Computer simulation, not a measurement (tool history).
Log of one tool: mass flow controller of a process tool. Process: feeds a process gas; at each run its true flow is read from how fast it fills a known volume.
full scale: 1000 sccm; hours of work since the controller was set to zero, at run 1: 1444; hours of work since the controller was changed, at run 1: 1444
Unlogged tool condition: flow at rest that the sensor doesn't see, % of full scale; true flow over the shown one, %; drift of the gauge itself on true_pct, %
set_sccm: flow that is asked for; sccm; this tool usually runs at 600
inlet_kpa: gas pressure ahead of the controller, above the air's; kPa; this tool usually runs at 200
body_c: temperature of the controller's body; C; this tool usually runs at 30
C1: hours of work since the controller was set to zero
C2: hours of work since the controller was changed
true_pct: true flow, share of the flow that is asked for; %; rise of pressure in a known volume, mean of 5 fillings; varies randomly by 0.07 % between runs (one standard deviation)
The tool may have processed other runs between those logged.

{"run": 1, "day": 0.0, "set_sccm": 600, "inlet_kpa": 200, "body_c": 30, "C1": 1444, "C2": 1444, "true_pct": 98.33}
{"run": 2, "day": 15.004, "set_sccm": 600, "inlet_kpa": 200, "body_c": 30, "C1": 1732, "C2": 1732, "true_pct": 98.08}
{"run": 3, "day": 30.258, "set_sccm": 600, "inlet_kpa": 200, "body_c": 30, "C1": 2024, "C2": 2024, "true_pct": 97.75}
{"run": 4, "day": 46.588, "set_sccm": 600, "inlet_kpa": 200, "body_c": 30, "C1": 2338, "C2": 2338, "true_pct": 97.47}
{"run": 5, "day": 54.646, "set_sccm": 600, "inlet_kpa": 200, "body_c": 30, "C1": 2492, "C2": 2492, "true_pct": 97.56}
{"run": 6, "day": 63.829, "set_sccm": 600, "inlet_kpa": 200, "body_c": 30, "C1": 2668, "C2": 2668, "true_pct": 97.38}
{"run": 7, "day": 74.188, "set_sccm": 600, "inlet_kpa": 200, "body_c": 30, "C1": 2867, "C2": 2867, "true_pct": 97.12}
{"run": 8, "day": 88.583, "set_sccm": 600, "inlet_kpa": 172, "body_c": 30, "C1": 3144, "C2": 3144, "true_pct": 97.23}
{"run": 9, "day": 105.492, "set_sccm": 600, "inlet_kpa": 172, "body_c": 30, "C1": 3468, "C2": 3468, "true_pct": 96.75}
{"run": 10, "day": 118.217, "set_sccm": 600, "inlet_kpa": 172, "body_c": 30, "C1": 3712, "C2": 3712, "true_pct": 96.64}
{"run": 11, "day": 137.312, "set_sccm": 600, "inlet_kpa": 172, "body_c": 30, "C1": 4079, "C2": 4079, "true_pct": 96.26}
{"run": 12, "day": 146.704, "set_sccm": 600, "inlet_kpa": 172, "body_c": 30, "C1": 4259, "C2": 4259, "true_pct": 96.35}
{"run": 13, "day": 162.271, "set_sccm": 600, "inlet_kpa": 172, "body_c": 30, "C1": 4557, "C2": 4557, "true_pct": 95.99}
{"run": 14, "day": 172.475, "set_sccm": 600, "inlet_kpa": 172, "body_c": 30, "C1": 4753, "C2": 4753, "true_pct": 95.85}
{"run": 15, "day": 190.904, "set_sccm": 600, "inlet_kpa": 172, "body_c": 30, "C1": 5107, "C2": 5107, "true_pct": 95.68}
{"day": 192.496, "done": "controller's zero set anew"}
{"run": 16, "day": 203.5, "set_sccm": 625, "inlet_kpa": 200, "body_c": 30, "C1": 211, "C2": 5348, "true_pct": 94.93}
{"day": 206.446, "done": "controller exchanged for a calibrated one"}
{"run": 17, "day": 218.112, "set_sccm": 625, "inlet_kpa": 200, "body_c": 30, "C1": 224, "C2": 224, "true_pct": 99.09}
{"run": 18, "day": 226.354, "set_sccm": 625, "inlet_kpa": 200, "body_c": 30, "C1": 382, "C2": 382, "true_pct": 98.74}
{"run": 19, "day": 236.262, "set_sccm": 688, "inlet_kpa": 200, "body_c": 30, "C1": 572, "C2": 572, "true_pct": 98.9}
{"run": 20, "day": 254.271, "set_sccm": 600, "inlet_kpa": 200, "body_c": 30, "C1": 918, "C2": 918, "true_pct": 98.5}
{"run": 21, "day": 270.558, "set_sccm": 600, "inlet_kpa": 213, "body_c": 39, "C1": 1230, "C2": 1230, "true_pct": 97.37}
{"day": 281.229, "done": "controller's zero set anew, once more"}
{"run": 22, "day": 284.883, "set_sccm": 600, "inlet_kpa": 213, "body_c": 39, "C1": 70, "C2": 1505, "true_pct": 97.39}
{"run": 23, "day": 293.712, "set_sccm": 176, "inlet_kpa": 213, "body_c": 39, "C1": 240, "C2": 1674, "true_pct": 96.61}
{"run": 24, "day": 310.829, "set_sccm": 176, "inlet_kpa": 187, "body_c": 30, "C1": 568, "C2": 2003, "true_pct": 97.04}
{"run": 25, "day": 323.096, "set_sccm": 176, "inlet_kpa": 187, "body_c": 31, "C1": 803, "C2": 2238, "true_pct": 96.58}
{"run": 26, "day": 340.121, "set_sccm": 314, "inlet_kpa": 200, "body_c": 30, "C1": 1130, "C2": 2565, "true_pct": 96.82}
{"run": 27, "day": 355.558, "set_sccm": 314, "inlet_kpa": 200, "body_c": 30, "C1": 1426, "C2": 2861, "true_pct": 96.52}
{"run": 28, "day": 369.358, "set_sccm": 119, "inlet_kpa": 231, "body_c": 32, "C1": 1691, "C2": 3126, "true_pct": 94.36}
{"run": 29, "day": 384.625, "set_sccm": 417, "inlet_kpa": 199, "body_c": 32, "C1": 1984, "C2": 3419, "true_pct": 96.08}
{"run": 30, "day": 395.367, "set_sccm": 715, "inlet_kpa": 213, "body_c": 20, "C1": 2190, "C2": 3625, "true_pct": 97.51}
{"run": 31, "day": 408.404, "set_sccm": 857, "inlet_kpa": 200, "body_c": 21, "C1": 2440, "C2": 3875, "true_pct": 97.53}
{"run": 32, "day": 419.775, "set_sccm": 857, "inlet_kpa": 200, "body_c": 21, "C1": 2658, "C2": 4093, "true_pct": 97.29}
{"run": 33, "day": 438.654, "set_sccm": 857, "inlet_kpa": 200, "body_c": 21, "C1": 3021, "C2": 4455, "true_pct": 97.14}
{"run": 34, "day": 456.054, "set_sccm": 857, "inlet_kpa": 200, "body_c": 21, "C1": 3355, "C2": 4789, "true_pct": 96.86}
{"run": 35, "day": 473.596, "set_sccm": 246, "inlet_kpa": 174, "body_c": 30, "C1": 3691, "C2": 5126, "true_pct": 93.7}
{"run": 36, "day": 481.383, "set_sccm": 246, "inlet_kpa": 174, "body_c": 30, "C1": 3841, "C2": 5275, "true_pct": 93.71}
{"day": 488.154, "done": "controller exchanged for a calibrated one"}
{"run": 37, "day": 498.712, "set_sccm": 426, "inlet_kpa": 174, "body_c": 30, "C1": 203, "C2": 203, "true_pct": 99.14}
{"run": 38, "day": 507.408, "set_sccm": 107, "inlet_kpa": 172, "body_c": 26, "C1": 370, "C2": 370, "true_pct": 98.71}
{"run": 39, "day": 523.162, "set_sccm": 240, "inlet_kpa": 163, "body_c": 26, "C1": 672, "C2": 672, "true_pct": 98.68}

5 options for the next run, each taken on its own from the tool as it stands now. Forecast them:
{"run": "A", "day": 535.479, "set_sccm": 469, "inlet_kpa": 248, "body_c": 32, "C1": 908, "C2": 908, "true_pct": "?"}
{"run": "B", "day": 535.479, "set_sccm": 825, "inlet_kpa": 211, "body_c": 26, "C1": 908, "C2": 908, "true_pct": "?"}
{"run": "C", "day": 535.479, "set_sccm": 120, "inlet_kpa": 207, "body_c": 38, "C1": 908, "C2": 908, "true_pct": "?"}
{"run": "D", "day": 535.479, "set_sccm": 600, "inlet_kpa": 200, "body_c": 27, "C1": 908, "C2": 908, "true_pct": "?"}
{"run": "E", "day": 535.479, "set_sccm": 240, "inlet_kpa": 227, "body_c": 26, "C1": 908, "C2": 908, "true_pct": "?"}

run=A true_pct=98.03
run=B true_pct=99.32
run=C true_pct=96.77
run=D true_pct=98.97
run=E true_pct=98.11
Without the tool's unlogged condition, the same runs would have read:
run=A true_pct=98.51
run=B true_pct=99.70
run=C true_pct=98.00
run=D true_pct=99.40
run=E true_pct=98.84
